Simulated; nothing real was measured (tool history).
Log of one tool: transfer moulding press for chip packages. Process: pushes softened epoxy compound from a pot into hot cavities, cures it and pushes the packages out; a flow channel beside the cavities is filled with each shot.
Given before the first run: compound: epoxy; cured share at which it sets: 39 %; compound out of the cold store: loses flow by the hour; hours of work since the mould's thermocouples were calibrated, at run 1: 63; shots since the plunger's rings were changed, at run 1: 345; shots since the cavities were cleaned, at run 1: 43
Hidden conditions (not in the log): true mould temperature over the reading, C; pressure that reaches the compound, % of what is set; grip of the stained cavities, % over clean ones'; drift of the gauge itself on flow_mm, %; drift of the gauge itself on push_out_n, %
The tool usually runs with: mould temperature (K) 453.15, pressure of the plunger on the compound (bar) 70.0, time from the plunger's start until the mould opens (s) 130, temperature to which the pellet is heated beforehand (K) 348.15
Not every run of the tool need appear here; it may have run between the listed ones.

run,hour,mould temperature (K),pressure of the plunger on the compound (bar),time from the plunger's start until the mould opens (s),temperature to which the pellet is heated beforehand (K),hours of work since the mould's thermocouples were calibrated,shots since the plunger's rings were changed,shots since the cavities were cleaned,incoming compound's hours out of the cold store,length that the compound runs in the flow channel (mm),greatest force on the pins that push the packages out (N)
1,0.0,453.15,70.0,130,348.15,63,345,43,31.2,934,372
2,12.0,453.15,70.0,130,348.15,71,453,151,42.6,897,444
3,31.6,453.15,70.0,130,348.15,84,631,329,19.2,957,531
# hour 42.9: cavities cleaned with cleaning compound and waxed
4,49.2,453.15,70.0,130,348.15,95,776,57,23.8,941,390
5,73.9,453.15,55.9,130,348.15,111,1000,281,17.3,855,525
# hour 88.9: cavities cleaned with cleaning compound and waxed
6,88.9,453.15,55.9,130,339.15,120,1122,0,46.5,788,326
7,103.1,453.15,55.9,130,339.15,130,1250,128,32.9,820,413
8,118.3,453.15,55.9,130,339.15,140,1388,266,26.3,833,507
9,130.7,453.15,55.9,130,339.15,148,1499,377,43.1,793,556
# hour 135.1: cavities cleaned with cleaning compound and waxed
10,154.1,453.15,70.0,139,348.15,163,1698,172,10.7,975,442
11,167.5,453.15,70.0,139,348.15,172,1819,293,35.5,900,471
# hour 183.2: cavities cleaned with cleaning compound and waxed
12,188.2,453.15,70.0,135,348.15,185,1993,45,33.5,908,354
13,210.4,453.15,70.0,130,348.15,200,2194,246,31.6,907,490
# hour 229.5: cavities cleaned with cleaning compound and waxed
14,232.8,453.15,70.0,130,348.15,214,2382,29,17.2,940,360
15,243.7,453.15,70.0,160,354.15,221,2482,129,45.4,864,385
16,268.8,453.15,70.0,160,354.15,238,2708,355,47.6,852,448
# hour 275.6: cavities cleaned with cleaning compound and waxed
17,280.5,453.15,70.0,130,348.15,244,2801,45,45.9,859,361
# hour 296.9: plunger's sealing rings changed
18,301.3,453.15,70.0,130,348.15,257,39,210,33.6,934,481
19,312.3,453.15,70.0,130,348.15,264,138,309,14.5,979,527
# hour 324.5: cavities cleaned with cleaning compound and waxed
20,330.6,450.15,59.6,150,357.15,275,290,55,9.8,929,343
21,348.4,450.15,79.6,150,349.15,287,451,216,32.9,1005,443
22,363.0,451.15,79.6,150,349.15,297,584,349,42.7,977,463
# hour 371.1: cavities cleaned with cleaning compound and waxed
23,381.9,451.15,79.6,150,349.15,309,741,98,17.3,1039,393
24,405.5,449.15,79.6,165,349.15,324,955,312,45.4,972,463
# hour 417.8: cavities cleaned with cleaning compound and waxed
25,429.4,449.15,79.6,165,349.15,339,1157,105,17.2,1046,385
26,454.3,450.15,70.0,153,348.15,356,1382,330,42.1,910,480
# hour 464.3: cavities cleaned with cleaning compound and waxed
27,472.3,458.15,70.0,130,347.15,367,1532,73,42.7,858,343

Alternative continuations, all from the tool just after run 27; predict every row:
A,489.6,457.15,70.0,130,347.15,379,1687,228,15.1,?,?
B,489.6,451.15,70.0,139,353.15,379,1687,228,47.6,?,?
C,489.6,450.15,70.0,154,346.15,379,1687,228,9.0,?,?
D,489.6,453.15,58.7,130,348.15,379,1687,228,17.5,?,?
E,489.6,447.15,70.0,121,347.15,379,1687,228,8.2,?,?

run,length that the compound runs in the flow channel (mm),greatest force on the pins that push the packages out (N)
A,932,432
B,880,465
C,983,443
D,871,484
E,1012,833
Had the tool no hidden state, the same runs would have come out as:
run,length that the compound runs in the flow channel (mm),greatest force on the pins that push the packages out (N)
A,961,300
B,907,322
C,1014,309
D,898,338
E,1044,590
